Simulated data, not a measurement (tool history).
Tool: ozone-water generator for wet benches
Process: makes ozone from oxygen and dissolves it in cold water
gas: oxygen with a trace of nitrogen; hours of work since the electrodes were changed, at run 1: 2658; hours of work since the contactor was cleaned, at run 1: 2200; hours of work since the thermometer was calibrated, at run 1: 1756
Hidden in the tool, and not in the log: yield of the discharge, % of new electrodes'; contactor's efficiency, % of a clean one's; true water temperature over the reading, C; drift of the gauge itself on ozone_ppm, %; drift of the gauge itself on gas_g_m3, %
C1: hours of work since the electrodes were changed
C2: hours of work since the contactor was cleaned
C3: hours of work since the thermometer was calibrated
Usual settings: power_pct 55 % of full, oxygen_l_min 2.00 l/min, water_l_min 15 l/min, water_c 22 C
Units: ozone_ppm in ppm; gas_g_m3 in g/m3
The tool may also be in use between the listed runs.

run 1 hour=0.0 | power_pct=55 oxygen_l_min=2.00 water_l_min=15 water_c=22 | C1=2658 C2=2200 C3=1756 | ozone_ppm=9.1 gas_g_m3=121.8
run 2 hour=97.7 | power_pct=55 oxygen_l_min=2.00 water_l_min=15 water_c=22 | C1=2731 C2=2273 C3=1829 | ozone_ppm=9.1 gas_g_m3=124.1
run 3 hour=232.3 | power_pct=55 oxygen_l_min=2.00 water_l_min=15 water_c=22 | C1=2832 C2=2373 C3=1929 | ozone_ppm=9.1 gas_g_m3=121.8
run 4 hour=294.9 | power_pct=55 oxygen_l_min=2.00 water_l_min=16 water_c=22 | C1=2878 C2=2420 C3=1976 | ozone_ppm=8.4 gas_g_m3=120.7
run 5 hour=420.3 | power_pct=55 oxygen_l_min=2.00 water_l_min=15 water_c=22 | C1=2972 C2=2513 C3=2070 | ozone_ppm=8.9 gas_g_m3=121.1
run 6 hour=524.4 | power_pct=55 oxygen_l_min=2.00 water_l_min=14 water_c=22 | C1=3050 C2=2591 C3=2147 | ozone_ppm=9.6 gas_g_m3=120.8
run 7 hour=640.6 | power_pct=55 oxygen_l_min=2.00 water_l_min=15 water_c=22 | C1=3136 C2=2678 C3=2234 | ozone_ppm=8.9 gas_g_m3=122.1
run 8 hour=749.1 | power_pct=55 oxygen_l_min=2.00 water_l_min=15 water_c=22 | C1=3217 C2=2759 C3=2315 | ozone_ppm=8.8 gas_g_m3=120.7
run 9 hour=837.8 | power_pct=55 oxygen_l_min=2.00 water_l_min=15 water_c=22 | C1=3283 C2=2825 C3=2381 | ozone_ppm=8.7 gas_g_m3=120.6
run 10 hour=919.2 | power_pct=55 oxygen_l_min=2.00 water_l_min=15 water_c=22 | C1=3344 C2=2886 C3=2442 | ozone_ppm=8.8 gas_g_m3=120.7
run 11 hour=997.2 | power_pct=50 oxygen_l_min=2.00 water_l_min=15 water_c=22 | C1=3402 C2=2944 C3=2500 | ozone_ppm=8.2 gas_g_m3=110.9
run 12 hour=1076.6 | power_pct=50 oxygen_l_min=2.00 water_l_min=17 water_c=22 | C1=3462 C2=3003 C3=2559 | ozone_ppm=7.2 gas_g_m3=110.5
run 13 hour=1212.7 | power_pct=50 oxygen_l_min=2.00 water_l_min=17 water_c=22 | C1=3563 C2=3105 C3=2661 | ozone_ppm=7.1 gas_g_m3=110.1
run 14 hour=1280.4 | power_pct=50 oxygen_l_min=2.00 water_l_min=17 water_c=22 | C1=3614 C2=3155 C3=2711 | ozone_ppm=7.1 gas_g_m3=110.3
run 15 hour=1386.6 | power_pct=55 oxygen_l_min=2.00 water_l_min=20 water_c=22 | C1=3693 C2=3234 C3=2791 | ozone_ppm=6.5 gas_g_m3=119.5
run 16 hour=1456.3 | power_pct=55 oxygen_l_min=1.05 water_l_min=15 water_c=22 | C1=3745 C2=3286 C3=2843 | ozone_ppm=7.8 gas_g_m3=171.8
run 17 hour=1582.0 | power_pct=43 oxygen_l_min=1.05 water_l_min=14 water_c=22 | C1=3839 C2=3380 C3=2936 | ozone_ppm=6.7 gas_g_m3=141.1
-- hour=1591.7 water thermometer calibrated
run 18 hour=1684.5 | power_pct=100 oxygen_l_min=1.05 water_l_min=18 water_c=22 | C1=3915 C2=3456 C3=69 | ozone_ppm=10.6 gas_g_m3=279.3
run 19 hour=1784.2 | power_pct=100 oxygen_l_min=1.05 water_l_min=17 water_c=27 | C1=3989 C2=3531 C3=144 | ozone_ppm=10.7 gas_g_m3=277.3
run 20 hour=1866.1 | power_pct=57 oxygen_l_min=1.37 water_l_min=15 water_c=19 | C1=4050 C2=3592 C3=205 | ozone_ppm=8.4 gas_g_m3=150.1
-- hour=1957.8 water thermometer calibrated, once more
run 21 hour=1966.0 | power_pct=55 oxygen_l_min=1.99 water_l_min=17 water_c=22 | C1=4125 C2=3666 C3=6 | ozone_ppm=7.6 gas_g_m3=117.3
run 22 hour=2100.6 | power_pct=71 oxygen_l_min=2.00 water_l_min=15 water_c=22 | C1=4225 C2=3766 C3=107 | ozone_ppm=10.5 gas_g_m3=146.5
run 23 hour=2182.0 | power_pct=96 oxygen_l_min=1.53 water_l_min=15 water_c=19 | C1=4286 C2=3827 C3=167 | ozone_ppm=13.2 gas_g_m3=216.8
-- hour=2211.3 contactor cleaned
run 24 hour=2297.6 | power_pct=96 oxygen_l_min=1.53 water_l_min=15 water_c=19 | C1=4369 C2=64 C3=251 | ozone_ppm=14.0 gas_g_m3=217.3
run 25 hour=2412.6 | power_pct=96 oxygen_l_min=1.53 water_l_min=15 water_c=19 | C1=4455 C2=150 C3=336 | ozone_ppm=14.1 gas_g_m3=213.8
run 26 hour=2540.1 | power_pct=74 oxygen_l_min=2.00 water_l_min=15 water_c=25 | C1=4550 C2=245 C3=431 | ozone_ppm=10.7 gas_g_m3=147.8
run 27 hour=2637.2 | power_pct=65 oxygen_l_min=1.50 water_l_min=20 water_c=23 | C1=4622 C2=318 C3=504 | ozone_ppm=7.3 gas_g_m3=157.0
run 28 hour=2695.2 | power_pct=65 oxygen_l_min=1.50 water_l_min=20 water_c=23 | C1=4666 C2=361 C3=547 | ozone_ppm=7.1 gas_g_m3=157.7
run 29 hour=2828.8 | power_pct=57 oxygen_l_min=3.46 water_l_min=18 water_c=23 | C1=4765 C2=461 C3=647 | ozone_ppm=7.9 gas_g_m3=87.0
run 30 hour=2931.8 | power_pct=57 oxygen_l_min=3.46 water_l_min=18 water_c=23 | C1=4842 C2=538 C3=724 | ozone_ppm=7.7 gas_g_m3=86.2
run 31 hour=3042.4 | power_pct=69 oxygen_l_min=3.46 water_l_min=18 water_c=24 | C1=4925 C2=620 C3=806 | ozone_ppm=9.0 gas_g_m3=102.1
run 32 hour=3129.2 | power_pct=55 oxygen_l_min=1.29 water_l_min=15 water_c=22 | C1=4989 C2=685 C3=871 | ozone_ppm=8.2 gas_g_m3=149.8

4 ways to go on from here, each from the tool as it stands after run 32. What would each give?
run A hour=3211.5 | power_pct=45 oxygen_l_min=2.00 water_l_min=23 water_c=16 | C1=5051 C2=746 C3=932 | ozone_ppm=? gas_g_m3=?
run B hour=3211.5 | power_pct=55 oxygen_l_min=1.29 water_l_min=15 water_c=24 | C1=5051 C2=746 C3=932 | ozone_ppm=? gas_g_m3=?
run C hour=3211.5 | power_pct=55 oxygen_l_min=1.32 water_l_min=20 water_c=16 | C1=5051 C2=746 C3=932 | ozone_ppm=? gas_g_m3=?
run D hour=3211.5 | power_pct=55 oxygen_l_min=3.42 water_l_min=15 water_c=22 | C1=5051 C2=746 C3=932 | ozone_ppm=? gas_g_m3=?

run=A ozone_ppm=5.0 gas_g_m3=96.7
run=B ozone_ppm=8.1 gas_g_m3=148.5
run=C ozone_ppm=6.2 gas_g_m3=145.5
run=D ozone_ppm=8.9 gas_g_m3=84.6
Without the tool's hidden state the same runs would have given:
run=A ozone_ppm=5.6 gas_g_m3=107.5
run=B ozone_ppm=9.4 gas_g_m3=170.2
run=C ozone_ppm=7.3 gas_g_m3=166.8
run=D ozone_ppm=10.3 gas_g_m3=97.0
